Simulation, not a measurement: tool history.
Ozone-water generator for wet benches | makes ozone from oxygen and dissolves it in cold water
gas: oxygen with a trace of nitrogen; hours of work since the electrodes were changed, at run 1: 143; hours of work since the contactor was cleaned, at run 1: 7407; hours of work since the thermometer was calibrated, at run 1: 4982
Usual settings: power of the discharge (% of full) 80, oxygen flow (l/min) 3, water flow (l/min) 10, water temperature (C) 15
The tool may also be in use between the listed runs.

| run | hour | power of the discharge (% of full) | oxygen flow (l/min) | water flow (l/min) | water temperature (C) | hours of work since the electrodes were changed | hours of work since the contactor was cleaned | hours of work since the thermometer was calibrated | dissolved ozone (ppm) | ozone in the gas ahead of the water (g/m3) |
|---|---|---|---|---|---|---|---|---|---|---|
| 1 | 0 | 80 | 3 | 10 | 15 | 143 | 7407 | 4982 | 23.2 | 165.8 |
| 2 | 47 | 80 | 3 | 10 | 15 | 175 | 7439 | 5014 | 22.8 | 165.5 |
| 3 | 80 | 80 | 3 | 10 | 15 | 198 | 7461 | 5037 | 23 | 163.6 |
| 4 | 123.7 | 80 | 3 | 10 | 15 | 228 | 7491 | 5067 | 22.9 | 165.8 |
| 5 | 180.8 | 80 | 3 | 10 | 15 | 266 | 7530 | 5105 | 22.9 | 165.7 |
| 6 | 241.5 | 80 | 3 | 10 | 15 | 308 | 7571 | 5147 | 23 | 163.4 |
| 7 | 298.2 | 80 | 3 | 10 | 15 | 346 | 7610 | 5185 | 23 | 162.8 |
|  | 305 | water thermometer calibrated |
| 8 | 334.8 | 80 | 3 | 10 | 15 | 371 | 7634 | 20 | 23.2 | 165.6 |
| 9 | 392.6 | 80 | 3 | 10 | 15 | 410 | 7674 | 60 | 23.3 | 164.2 |
| 10 | 433.7 | 80 | 3 | 10 | 15 | 438 | 7702 | 88 | 23 | 163.5 |
| 11 | 464.3 | 80 | 3 | 10 | 15 | 459 | 7723 | 108 | 23.4 | 162.9 |
| 12 | 518.9 | 80 | 3 | 10 | 15 | 496 | 7760 | 146 | 23.1 | 162.5 |
| 13 | 544.7 | 80 | 3 | 10 | 15 | 514 | 7777 | 163 | 23.3 | 162.4 |
| 14 | 589.3 | 80 | 3 | 10 | 15 | 544 | 7808 | 193 | 23 | 163.8 |
| 15 | 640.2 | 80 | 3 | 10 | 15 | 579 | 7842 | 228 | 22.7 | 161.9 |
| 16 | 681.9 | 80 | 3 | 10 | 11 | 607 | 7871 | 256 | 24.6 | 162 |
| 17 | 713.7 | 80 | 3 | 10 | 11 | 629 | 7892 | 278 | 24.4 | 162.1 |
| 18 | 762.3 | 96 | 2.15 | 10 | 10 | 662 | 7925 | 311 | 27 | 218.4 |
|  | 784.1 | contactor cleaned |
| 19 | 801.2 | 62 | 3 | 7 | 10 | 686 | 12 | 335 | 25.2 | 130.7 |
| 20 | 837.5 | 69 | 3 | 10 | 15 | 710 | 36 | 360 | 20.4 | 141.4 |
| 21 | 873.4 | 50 | 3.46 | 7 | 20 | 735 | 61 | 384 | 17.8 | 101.6 |
| 22 | 924.4 | 80 | 3 | 10 | 11 | 769 | 96 | 419 | 24.5 | 157.6 |
| 23 | 956.7 | 57 | 3 | 15 | 15 | 791 | 117 | 441 | 12.7 | 118.7 |
| 24 | 1009 | 91 | 3.45 | 6 | 23 | 827 | 153 | 476 | 29.4 | 168.6 |
|  | 1036.3 | gauge calibrated |
| 25 | 1060.4 | 71 | 1.54 | 9 | 9 | 862 | 188 | 511 | 21.3 | 199.9 |
| 26 | 1087.5 | 71 | 2.9 | 9 | 19 | 880 | 206 | 530 | 20.7 | 150.8 |
| 27 | 1128.6 | 80 | 3.13 | 9 | 7 | 908 | 234 | 558 | 28.2 | 162.3 |
| 28 | 1172.3 | 80 | 3 | 7 | 15 | 938 | 264 | 587 | 28.8 | 163.5 |
| 29 | 1223.8 | 63 | 3 | 10 | 19 | 973 | 299 | 622 | 17.8 | 134 |
| 30 | 1276.1 | 63 | 3 | 10 | 19 | 1009 | 335 | 658 | 17.6 | 134.7 |
| 31 | 1327.1 | 63 | 3 | 10 | 19 | 1043 | 369 | 693 | 17.7 | 134.8 |
| 32 | 1362.6 | 91 | 1.62 | 10 | 15 | 1067 | 394 | 717 | 23.2 | 243.1 |
| 33 | 1388 | 91 | 1.62 | 10 | 15 | 1085 | 411 | 734 | 23.2 | 240.4 |
| 34 | 1427.4 | 80 | 3.01 | 10 | 7 | 1112 | 438 | 761 | 26 | 163.4 |

3 ways to go on from here, each from the tool as it stands after run 34. What would each give?
| A | 1476 | 80 | 3.01 | 8 | 7 | 1145 | 471 | 794 | ? | ? |
| B | 1476 | 41 | 3.01 | 10 | 11 | 1145 | 471 | 794 | ? | ? |
| C | 1476 | 98 | 3.01 | 10 | 7 | 1145 | 471 | 794 | ? | ? |

| run | dissolved ozone (ppm) | ozone in the gas ahead of the water (g/m3) |
|---|---|---|
| A | 30.2 | 162.5 |
| B | 13.8 | 91.8 |
| C | 30.5 | 191.8 |
Without the tool's hidden state the same runs would have given:
| run | dissolved ozone (ppm) | ozone in the gas ahead of the water (g/m3) |
|---|---|---|
| A | 30.2 | 164.6 |
| B | 13.8 | 93 |
| C | 30.5 | 194.3 |

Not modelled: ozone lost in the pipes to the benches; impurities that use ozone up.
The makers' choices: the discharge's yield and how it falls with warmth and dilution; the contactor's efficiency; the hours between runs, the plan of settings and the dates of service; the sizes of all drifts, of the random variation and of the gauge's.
